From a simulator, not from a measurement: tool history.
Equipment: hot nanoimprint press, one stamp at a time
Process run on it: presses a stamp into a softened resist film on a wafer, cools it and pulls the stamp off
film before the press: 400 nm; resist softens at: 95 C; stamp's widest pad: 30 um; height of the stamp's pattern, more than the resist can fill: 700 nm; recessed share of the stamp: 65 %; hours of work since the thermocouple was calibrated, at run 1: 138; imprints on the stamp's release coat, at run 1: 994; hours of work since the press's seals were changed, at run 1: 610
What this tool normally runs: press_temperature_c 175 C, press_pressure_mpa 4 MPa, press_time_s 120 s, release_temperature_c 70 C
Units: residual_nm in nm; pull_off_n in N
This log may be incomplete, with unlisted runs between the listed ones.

run	hour	press_temperature_c	press_pressure_mpa	press_time_s	release_temperature_c	hours of work since the thermocouple was calibrated	imprints on the stamp's release coat	hours of work since the press's seals were changed	residual_nm	pull_off_n
1	0	175	4	120	70	138	994	610	191.6	266
2	9.7	175	4	120	70	145	1032	618	190.8	258
3	29.7	175	4	120	70	160	1111	632	193	262
4	44.1	175	4	120	70	170	1168	643	193.3	263
5	56.2	175	4	120	70	179	1215	652	194.3	272
6	77.1	175	4	120	70	195	1297	668	193	270
7	99.9	175	4	120	70	212	1387	685	196	280
8	121.6	175	4	120	70	228	1472	701	196.7	278
9	145.3	175	4	120	70	246	1565	718	195.8	277
10	156.7	175	4	120	70	254	1610	727	197	282
11	169.3	175	4	120	70	263	1659	736	197.3	284
12	181.3	175	4	120	70	272	1707	745	196.6	295
# hour 202.5: stamp cleaned and given a new release coat
13	209.4	175	4	120	70	289	26	761	198.6	230
14	228.3	175	4	120	70	303	101	775	199.9	234
15	242.3	175	4	120	70	313	156	786	199.6	232
16	261.3	175	4	185	68	327	230	800	169.4	247
# hour 288: plate thermocouple calibrated
17	288.4	175	4	173	70	0	325	818	166.2	233
18	301.5	181	4	70	70	10	377	828	175.9	238
19	323.9	181	4	70	70	27	465	844	177.9	242
20	341.2	181	4	70	70	40	533	857	177.6	242
21	363.7	175	4.36	120	70	56	621	874	186.5	240
22	375.8	175	4.36	120	70	65	668	883	186	244
23	392.6	175	4.36	120	70	78	735	895	187	247
24	411.2	166	4.36	63	77	91	808	909	318	226
# hour 431.7: press's hydraulic seals changed and the load cell set to zero
25	436.9	184	5.95	120	70	105	877	4	100.3	258
26	452	182	4	120	58	116	937	15	135.5	304
27	469.6	182	4	120	58	129	1006	28	136.8	311
28	481.4	182	4	120	58	138	1052	37	137	316
29	503.4	182	4	120	58	154	1139	53	137.9	320

Predict each of these 5 candidate next runs independently; none follows another, all start after run 29:
A	516.5	164	4	120	64	164	1190	63	?	?
B	516.5	167	4	158	61	164	1190	63	?	?
C	516.5	168	3.45	154	70	164	1190	63	?	?
D	516.5	182	3.24	93	58	164	1190	63	?	?
E	516.5	175	3.83	137	70	164	1190	63	?	?

run	residual_nm	pull_off_n
A	301.7	296
B	252.9	306
C	255.5	267
D	168.6	316
E	186.5	264
Without the tool's hidden state the same runs would have given:
run	residual_nm	pull_off_n
A	292.1	251
B	242.5	260
C	245.3	226
D	161	269
E	177.8	223
